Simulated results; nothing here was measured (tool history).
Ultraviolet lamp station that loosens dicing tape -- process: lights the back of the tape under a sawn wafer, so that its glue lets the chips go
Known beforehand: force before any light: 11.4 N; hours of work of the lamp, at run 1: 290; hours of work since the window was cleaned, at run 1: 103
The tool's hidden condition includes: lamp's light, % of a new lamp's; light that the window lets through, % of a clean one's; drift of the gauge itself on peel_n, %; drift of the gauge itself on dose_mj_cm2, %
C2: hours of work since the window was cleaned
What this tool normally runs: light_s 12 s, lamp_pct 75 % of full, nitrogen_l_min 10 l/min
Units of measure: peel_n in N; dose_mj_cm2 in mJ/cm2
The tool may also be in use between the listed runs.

Run 1, hour 0: usual settings; hours of work of the lamp 290; C2 103. Result: peel_n 0.88 N, dose_mj_cm2 232 mJ/cm2.
Run 2, hour 16.8: usual settings; hours of work of the lamp 298; C2 111. Result: peel_n 0.892 N, dose_mj_cm2 235 mJ/cm2.
Run 3, hour 32.2: usual settings; hours of work of the lamp 306; C2 119. Result: peel_n 0.902 N, dose_mj_cm2 234 mJ/cm2.
Run 4, hour 42.6: usual settings; hours of work of the lamp 311; C2 124. Result: peel_n 0.883 N, dose_mj_cm2 230 mJ/cm2.
Run 5, hour 57.4: usual settings; hours of work of the lamp 319; C2 132. Result: peel_n 0.909 N, dose_mj_cm2 233 mJ/cm2.
Run 6, hour 65.5: usual settings; hours of work of the lamp 323; C2 136. Result: peel_n 0.877 N, dose_mj_cm2 227 mJ/cm2.
Run 7, hour 76.8: usual settings; hours of work of the lamp 329; C2 142. Result: peel_n 0.901 N, dose_mj_cm2 231 mJ/cm2.
Run 8, hour 89.4: usual settings; hours of work of the lamp 335; C2 148. Result: peel_n 0.943 N, dose_mj_cm2 228 mJ/cm2.
Run 9, hour 102.9: usual settings; hours of work of the lamp 342; C2 155. Result: peel_n 0.92 N, dose_mj_cm2 226 mJ/cm2.
Run 10, hour 121.6: usual settings; hours of work of the lamp 351; C2 164. Result: peel_n 0.95 N, dose_mj_cm2 227 mJ/cm2.
Run 11, hour 132: usual settings but lamp_pct 89 % of full, nitrogen_l_min 7 l/min; hours of work of the lamp 356; C2 170. Result: peel_n 0.855 N, dose_mj_cm2 269 mJ/cm2.
Run 12, hour 143.7: usual settings but lamp_pct 89 % of full, nitrogen_l_min 8 l/min; hours of work of the lamp 362; C2 175. Result: peel_n 0.748 N, dose_mj_cm2 269 mJ/cm2.
Run 13, hour 152.7: usual settings but lamp_pct 89 % of full, nitrogen_l_min 8 l/min; hours of work of the lamp 367; C2 180. Result: peel_n 0.767 N, dose_mj_cm2 265 mJ/cm2.
Run 14, hour 171.1: usual settings but light_s 22 s, lamp_pct 72 % of full, nitrogen_l_min 8 l/min; hours of work of the lamp 376; C2 189. Result: peel_n 0.356 N, dose_mj_cm2 395 mJ/cm2.
Run 15, hour 189.2: usual settings but light_s 22 s, lamp_pct 72 % of full, nitrogen_l_min 8 l/min; hours of work of the lamp 385; C2 198. Result: peel_n 0.374 N, dose_mj_cm2 396 mJ/cm2.
Run 16, hour 205.8: usual settings but light_s 22 s, lamp_pct 72 % of full, nitrogen_l_min 8 l/min; hours of work of the lamp 394; C2 207. Result: peel_n 0.385 N, dose_mj_cm2 391 mJ/cm2.
Run 17, hour 224: usual settings but light_s 22 s, lamp_pct 72 % of full, nitrogen_l_min 8 l/min; hours of work of the lamp 403; C2 216. Result: peel_n 0.373 N, dose_mj_cm2 392 mJ/cm2.

Consider 3 possible next runs. They are alternatives, not a sequence: every one starts from the tool as it was left by run 17. What does each give?
Run A, hour 240.1: usual settings but light_s 13 s, lamp_pct 64 % of full, nitrogen_l_min 12 l/min; hours of work of the lamp 411; C2 224. Result: peel_n ?, dose_mj_cm2 ?.
Run B, hour 240.1: usual settings but light_s 21 s, lamp_pct 80 % of full, nitrogen_l_min 3 l/min; hours of work of the lamp 411; C2 224. Result: peel_n ?, dose_mj_cm2 ?.
Run C, hour 240.1: usual settings but light_s 9 s, lamp_pct 72 % of full, nitrogen_l_min 8 l/min; hours of work of the lamp 411; C2 224. Result: peel_n ?, dose_mj_cm2 ?.

run  peel_n  dose_mj_cm2
  A   1.027          202
  B   0.635          407
  C   2.003          156
Take away the tool's hidden state, keep each run's random variation, and the runs would have read:
run  peel_n  dose_mj_cm2
  A   0.755          234
  B   0.472          473
  C   1.551          182

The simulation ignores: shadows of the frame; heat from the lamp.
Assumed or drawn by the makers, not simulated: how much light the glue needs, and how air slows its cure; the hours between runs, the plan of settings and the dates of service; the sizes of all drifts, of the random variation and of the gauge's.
